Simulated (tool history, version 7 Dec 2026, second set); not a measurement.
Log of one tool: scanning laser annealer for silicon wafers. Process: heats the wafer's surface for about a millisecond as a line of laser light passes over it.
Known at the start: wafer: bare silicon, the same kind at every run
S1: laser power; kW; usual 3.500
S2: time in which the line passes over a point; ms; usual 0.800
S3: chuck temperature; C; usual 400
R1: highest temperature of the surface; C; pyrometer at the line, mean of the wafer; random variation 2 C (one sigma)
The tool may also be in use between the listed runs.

run	hour	S1	S2	S3	R1
1	0.0	3.500	0.800	400	1212
2	35.5	3.500	0.673	400	1150
3	86.1	3.500	0.673	400	1153
4	131.7	3.150	0.800	400	1125
5	158.0	3.500	0.800	400	1208
6	192.5	3.500	0.800	400	1208
7	217.4	3.500	0.800	390	1196
8	244.3	3.500	0.716	400	1168
9	275.7	3.500	0.716	400	1164
10	317.5	3.500	0.800	400	1202
11	372.2	3.500	0.800	410	1209
12	419.8	3.500	0.800	410	1211
13	478.2	3.500	0.800	410	1209
# hour 500.2: window over the wafer cleaned
14	520.4	3.500	0.800	410	1251
15	553.6	3.500	0.800	410	1250
16	606.1	3.727	0.675	400	1229
17	642.1	3.723	0.675	400	1226
18	672.3	3.723	0.675	400	1224
19	709.8	3.483	0.910	400	1282
20	759.6	3.483	0.910	400	1277
21	798.7	3.483	0.910	400	1279
22	848.7	3.282	0.632	390	1091
23	899.1	3.264	0.799	390	1162
24	943.7	3.356	0.950	376	1236

The next listed run, before its measurement:
25	993.0	3.500	0.948	393	?

{"run 25": {"R1": 1287}}
Without the tool's hidden state the same run would have given R1 1310 C.

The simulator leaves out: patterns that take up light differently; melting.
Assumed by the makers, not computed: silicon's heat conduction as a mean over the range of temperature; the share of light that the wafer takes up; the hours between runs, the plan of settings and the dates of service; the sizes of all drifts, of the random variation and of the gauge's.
